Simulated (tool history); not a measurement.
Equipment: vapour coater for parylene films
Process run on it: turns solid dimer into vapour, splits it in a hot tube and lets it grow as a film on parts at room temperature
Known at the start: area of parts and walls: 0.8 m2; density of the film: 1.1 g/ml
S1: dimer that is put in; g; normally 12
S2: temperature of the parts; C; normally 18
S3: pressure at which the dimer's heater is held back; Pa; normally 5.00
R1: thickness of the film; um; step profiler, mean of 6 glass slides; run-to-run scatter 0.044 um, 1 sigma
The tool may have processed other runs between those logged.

{"run": 1, "hour": 0.0, "S1": 12, "S2": 18, "S3": 5.0, "R1": 8.05}
{"run": 2, "hour": 10.3, "S1": 12, "S2": 19, "S3": 5.0, "R1": 7.69}
{"run": 3, "hour": 19.7, "S1": 12, "S2": 19, "S3": 5.0, "R1": 7.76}
{"run": 4, "hour": 32.4, "S1": 12, "S2": 19, "S3": 5.0, "R1": 7.69}
{"run": 5, "hour": 42.5, "S1": 12, "S2": 19, "S3": 5.0, "R1": 7.71}
{"run": 6, "hour": 51.6, "S1": 12, "S2": 19, "S3": 5.0, "R1": 7.77}
{"run": 7, "hour": 66.9, "S1": 12, "S2": 19, "S3": 5.0, "R1": 7.63}
{"run": 8, "hour": 84.6, "S1": 12, "S2": 18, "S3": 5.0, "R1": 8.02}
{"run": 9, "hour": 101.6, "S1": 13, "S2": 18, "S3": 5.0, "R1": 8.72}
{"run": 10, "hour": 113.9, "S1": 6, "S2": 18, "S3": 5.0, "R1": 3.97}
{"run": 11, "hour": 123.1, "S1": 12, "S2": 18, "S3": 5.0, "R1": 8.03}
{"run": 12, "hour": 137.0, "S1": 12, "S2": 18, "S3": 5.0, "R1": 7.97}
{"run": 13, "hour": 150.0, "S1": 12, "S2": 18, "S3": 5.0, "R1": 7.96}
{"run": 14, "hour": 166.0, "S1": 12, "S2": 18, "S3": 5.0, "R1": 7.93}
{"run": 15, "hour": 183.4, "S1": 12, "S2": 18, "S3": 5.0, "R1": 8.03}
{"run": 16, "hour": 199.6, "S1": 12, "S2": 18, "S3": 5.25, "R1": 7.79}
{"run": 17, "hour": 217.8, "S1": 12, "S2": 18, "S3": 5.25, "R1": 7.87}
{"run": 18, "hour": 230.4, "S1": 12, "S2": 18, "S3": 5.25, "R1": 7.78}
{"run": 19, "hour": 244.4, "S1": 12, "S2": 18, "S3": 5.25, "R1": 7.85}
{"run": 20, "hour": 259.9, "S1": 12, "S2": 18, "S3": 5.25, "R1": 7.85}
{"run": 21, "hour": 272.0, "S1": 12, "S2": 18, "S3": 5.25, "R1": 7.88}
{"run": 22, "hour": 285.2, "S1": 12, "S2": 18, "S3": 11.13, "R1": 6.45}
{"run": 23, "hour": 293.8, "S1": 12, "S2": 18, "S3": 5.0, "R1": 7.93}
{"run": 24, "hour": 309.1, "S1": 12, "S2": 18, "S3": 5.0, "R1": 7.98}
{"run": 25, "hour": 318.5, "S1": 7, "S2": 18, "S3": 5.35, "R1": 4.56}
{"run": 26, "hour": 331.8, "S1": 15, "S2": 14, "S3": 5.0, "R1": 11.68}
{"run": 27, "hour": 347.8, "S1": 14, "S2": 18, "S3": 5.0, "R1": 9.23}
{"run": 28, "hour": 366.9, "S1": 14, "S2": 18, "S3": 5.0, "R1": 9.14}
{"run": 29, "hour": 385.0, "S1": 21, "S2": 18, "S3": 4.52, "R1": 14.12}
{"run": 30, "hour": 396.0, "S1": 14, "S2": 27, "S3": 4.07, "R1": 6.54}
{"run": 31, "hour": 404.0, "S1": 14, "S2": 27, "S3": 4.07, "R1": 6.54}
{"run": 32, "hour": 421.1, "S1": 12, "S2": 18, "S3": 6.61, "R1": 7.36}
{"run": 33, "hour": 436.2, "S1": 12, "S2": 29, "S3": 2.68, "R1": 5.71}
{"run": 34, "hour": 444.2, "S1": 12, "S2": 29, "S3": 2.68, "R1": 5.75}
{"run": 35, "hour": 456.5, "S1": 8, "S2": 28, "S3": 2.68, "R1": 3.97}
{"run": 36, "hour": 467.8, "S1": 8, "S2": 28, "S3": 2.68, "R1": 3.92}
{"run": 37, "hour": 482.2, "S1": 8, "S2": 28, "S3": 2.68, "R1": 3.94}
{"run": 38, "hour": 492.3, "S1": 8, "S2": 12, "S3": 7.11, "R1": 6.17}
{"run": 39, "hour": 508.0, "S1": 8, "S2": 12, "S3": 7.11, "R1": 6.2}
{"run": 40, "hour": 522.2, "S1": 8, "S2": 12, "S3": 7.11, "R1": 6.24}
{"run": 41, "hour": 531.3, "S1": 15, "S2": 18, "S3": 8.19, "R1": 8.73}
{"run": 42, "hour": 549.3, "S1": 8, "S2": 12, "S3": 5.0, "R1": 6.79}
{"run": 43, "hour": 557.2, "S1": 8, "S2": 12, "S3": 5.0, "R1": 6.8}
{"run": 44, "hour": 573.7, "S1": 14, "S2": 12, "S3": 5.0, "R1": 11.74}
{"run": 45, "hour": 592.7, "S1": 10, "S2": 16, "S3": 2.21, "R1": 8.72}
{"run": 46, "hour": 610.7, "S1": 14, "S2": 18, "S3": 5.0, "R1": 9.22}
{"run": 47, "hour": 626.4, "S1": 14, "S2": 18, "S3": 5.0, "R1": 9.15}
{"run": 48, "hour": 640.1, "S1": 7, "S2": 18, "S3": 4.53, "R1": 4.6}

Each run again, without the hidden state but with its own random variation kept:
What the log doesn't record here: vapour lost through the trap's worn valve, %; true temperature of the parts over the reading, C; drift of the gauge itself on film_um, %.
run=1 R1=8.26
run=2 R1=7.90
run=3 R1=7.97
run=4 R1=7.91
run=5 R1=7.93
run=6 R1=7.99
run=7 R1=7.86
run=8 R1=8.27
run=9 R1=9.00
run=10 R1=4.10
run=11 R1=8.29
run=12 R1=8.24
run=13 R1=8.24
run=14 R1=8.22
run=15 R1=8.32
run=16 R1=8.08
run=17 R1=8.17
run=18 R1=8.08
run=19 R1=8.16
run=20 R1=8.17
run=21 R1=8.21
run=22 R1=6.72
run=23 R1=8.27
run=24 R1=8.32
run=25 R1=4.76
run=26 R1=12.20
run=27 R1=9.65
run=28 R1=9.56
run=29 R1=14.79
run=30 R1=6.86
run=31 R1=6.85
run=32 R1=7.72
run=33 R1=6.00
run=34 R1=6.04
run=35 R1=4.18
run=36 R1=4.12
run=37 R1=4.15
run=38 R1=6.50
run=39 R1=6.54
run=40 R1=6.58
run=41 R1=9.21
run=42 R1=7.17
run=43 R1=7.19
run=44 R1=12.41
run=45 R1=9.23
run=46 R1=9.77
run=47 R1=9.71
run=48 R1=4.88
